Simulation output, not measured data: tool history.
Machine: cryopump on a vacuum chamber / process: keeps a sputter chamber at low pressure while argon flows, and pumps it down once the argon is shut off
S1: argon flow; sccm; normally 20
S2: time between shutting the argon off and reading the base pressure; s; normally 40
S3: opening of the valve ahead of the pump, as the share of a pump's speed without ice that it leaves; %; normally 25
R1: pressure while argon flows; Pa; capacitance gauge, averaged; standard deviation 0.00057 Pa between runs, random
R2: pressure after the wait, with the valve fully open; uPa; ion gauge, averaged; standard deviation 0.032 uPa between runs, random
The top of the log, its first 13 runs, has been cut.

{"run": 14, "hour": 603.3, "S1": 9, "S2": 40, "S3": 25, "R1": 0.0334, "R2": 2.42}
{"run": 15, "hour": 645.7, "S1": 20, "S2": 40, "S3": 25, "R1": 0.0755, "R2": 2.45}
{"run": 16, "hour": 683.3, "S1": 21, "S2": 40, "S3": 25, "R1": 0.079, "R2": 2.49}
{"run": 17, "hour": 715.9, "S1": 20, "S2": 36, "S3": 25, "R1": 0.0775, "R2": 2.66}
{"run": 18, "hour": 753.0, "S1": 20, "S2": 36, "S3": 25, "R1": 0.0782, "R2": 2.72}
{"run": 19, "hour": 781.2, "S1": 20, "S2": 36, "S3": 17, "R1": 0.1102, "R2": 2.68}
{"hour": 811.0, "done": "leaking fittings of the chamber tightened, without venting"}
{"run": 20, "hour": 813.8, "S1": 8, "S2": 245, "S3": 25, "R1": 0.0311, "R2": 0.48}
{"hour": 831.8, "done": "pump warmed up, emptied and cooled again"}
{"run": 21, "hour": 846.0, "S1": 8, "S2": 245, "S3": 44, "R1": 0.0162, "R2": 0.44}
{"run": 22, "hour": 878.6, "S1": 14, "S2": 35, "S3": 17, "R1": 0.0738, "R2": 1.94}
{"run": 23, "hour": 917.4, "S1": 34, "S2": 253, "S3": 42, "R1": 0.074, "R2": 0.45}
{"run": 24, "hour": 976.5, "S1": 21, "S2": 253, "S3": 30, "R1": 0.0627, "R2": 0.48}
{"run": 25, "hour": 1040.4, "S1": 10, "S2": 46, "S3": 37, "R1": 0.025, "R2": 1.56}
{"run": 26, "hour": 1088.2, "S1": 33, "S2": 62, "S3": 34, "R1": 0.091, "R2": 1.22}
{"run": 27, "hour": 1133.2, "S1": 37, "S2": 43, "S3": 34, "R1": 0.1009, "R2": 1.75}
{"run": 28, "hour": 1174.5, "S1": 23, "S2": 65, "S3": 42, "R1": 0.0527, "R2": 1.23}
{"run": 29, "hour": 1204.3, "S1": 17, "S2": 136, "S3": 19, "R1": 0.0819, "R2": 0.74}
{"run": 30, "hour": 1262.2, "S1": 20, "S2": 77, "S3": 45, "R1": 0.0435, "R2": 1.12}
{"run": 31, "hour": 1295.6, "S1": 20, "S2": 120, "S3": 37, "R1": 0.0527, "R2": 0.85}
{"run": 32, "hour": 1334.6, "S1": 14, "S2": 217, "S3": 44, "R1": 0.0321, "R2": 0.67}

Forecast run 33:
{"run": 33, "hour": 1394.8, "S1": 20, "S2": 40, "S3": 32, "R1": "?", "R2": "?"}

{"run 33": {"R1": 0.0621, "R2": 1.9}}
Without the tool's hidden state the same run would have given R1 0.0562 Pa, R2 1.67 uPa.
